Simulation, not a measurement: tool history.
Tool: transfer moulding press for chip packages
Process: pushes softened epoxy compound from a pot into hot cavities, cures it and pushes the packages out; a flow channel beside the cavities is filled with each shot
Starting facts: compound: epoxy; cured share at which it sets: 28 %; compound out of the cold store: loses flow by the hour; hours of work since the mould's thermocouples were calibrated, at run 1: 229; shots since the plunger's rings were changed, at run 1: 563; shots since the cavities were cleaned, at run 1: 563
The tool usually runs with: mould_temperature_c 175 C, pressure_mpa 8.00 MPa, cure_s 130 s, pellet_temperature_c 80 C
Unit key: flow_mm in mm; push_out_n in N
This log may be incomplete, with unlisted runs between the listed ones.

run   hour  mould_temperature_c  pressure_mpa  cure_s  pellet_temperature_c  hours of work since the mould's thermocouples were calibrated  shots since the plunger's rings were changed  shots since the cavities were cleaned  incoming compound's hours out of the cold store  flow_mm  push_out_n
  1    0.0                  175          8.00     130                    80                                                            229                                           563                                    563                                             47.8      726         341
  2   20.5                  175          6.97     130                    80                                                            244                                           781                                    781                                             36.3      721         360
      39.1  -- cavities cleaned with cleaning compound and waxed
  3   55.8                  175          8.00     124                    80                                                            268                                          1142                                    178                                             44.9      736         374
  4   99.6                  175          8.00     124                    80                                                            300                                          1607                                    643                                             36.1      784         373
     128.2  -- cavities cleaned with cleaning compound and waxed
  5  146.7                  175          8.00     124                    83                                                            333                                          2093                                    197                                             46.0      725         352
  6  189.7                  175          8.00     124                    83                                                            365                                          2551                                    655                                             24.8      838         370
     206.4  -- plunger's sealing rings changed
     215.7  -- mould's thermocouples calibrated
     222.4  -- cavities cleaned with cleaning compound and waxed
  7  223.4                  175          8.00     133                    80                                                              5                                           145                                     11                                             31.6      799         339
  8  264.7                  175          8.00     133                    80                                                             35                                           584                                    450                                             24.6      837         354
  9  287.9                  177          7.60     139                    84                                                             52                                           831                                    697                                             31.0      782         323
     311.7  -- cavities cleaned with cleaning compound and waxed
 10  337.9                  177          7.60     130                    85                                                             87                                          1348                                    280                                             33.1      773         347
 11  359.4                  177          7.60     130                    85                                                            103                                          1576                                    508                                             19.0      841         342
     402.1  -- cavities cleaned with cleaning compound and waxed
 12  404.9                  182          8.80     120                    73                                                            135                                          2045                                     30                                             29.2      844         337

Each row is a separate what-if for the run after 12, all from the same tool condition, not one after another. Results?
  A  431.9                  182          8.80     120                    71                                                            154                                          2331                                    316                                             14.8        ?           ?
  B  431.9                  167          8.00     153                    80                                                            154                                          2331                                    316                                             44.0        ?           ?
  C  431.9                  172          8.80     120                    73                                                            154                                          2331                                    316                                             38.6        ?           ?
  D  431.9                  182          7.65     120                    76                                                            154                                          2331                                    316                                             31.7        ?           ?
  E  431.9                  181          7.06     120                    73                                                            154                                          2331                                    316                                             28.9        ?           ?

run  flow_mm  push_out_n
  A      934         339
  B      748         388
  C      805         438
  D      768         331
  E      757         333
With the hidden condition removed and each run's random variation left untouched, the same runs would have given:
run  flow_mm  push_out_n
  A      934         337
  B      748         385
  C      806         435
  D      768         329
  E      758         330
